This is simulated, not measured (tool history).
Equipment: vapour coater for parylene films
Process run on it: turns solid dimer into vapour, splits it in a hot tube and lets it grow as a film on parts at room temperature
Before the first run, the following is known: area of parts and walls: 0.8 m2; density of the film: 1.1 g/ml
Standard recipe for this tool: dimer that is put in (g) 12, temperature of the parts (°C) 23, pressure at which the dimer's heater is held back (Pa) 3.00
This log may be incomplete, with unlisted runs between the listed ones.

run   hour  dimer that is put in (g)  temperature of the parts (°C)  pressure at which the dimer's heater is held back (Pa)  thickness of the film (um)
  1    0.0                        12                             23                                                    3.00                        8.24
  2   14.0                        12                             21                                                    3.00                        9.11
  3   31.4                        12                             21                                                    3.00                        8.94
  4   50.1                        12                             21                                                    3.00                        9.02
  5   62.9                        12                             21                                                    3.00                        8.92
  6   92.0                        12                             21                                                    3.00                        8.93
  7  117.5                        12                             21                                                    3.00                        8.74
  8  138.6                        12                             21                                                    3.00                        8.76
  9  152.9                        12                             21                                                    3.00                        8.92
 10  177.4                         6                             16                                                    7.64                        5.10
 11  206.3                         6                             16                                                    7.64                        5.03

For run 12, what comes out?
 12  222.1                        11                             15                                                    8.22                           ?

{"run 12": {"thickness of the film (um)": 9.58}}
The same run, on a tool lacking any hidden state, would have yielded thickness of the film (um) 10.38.

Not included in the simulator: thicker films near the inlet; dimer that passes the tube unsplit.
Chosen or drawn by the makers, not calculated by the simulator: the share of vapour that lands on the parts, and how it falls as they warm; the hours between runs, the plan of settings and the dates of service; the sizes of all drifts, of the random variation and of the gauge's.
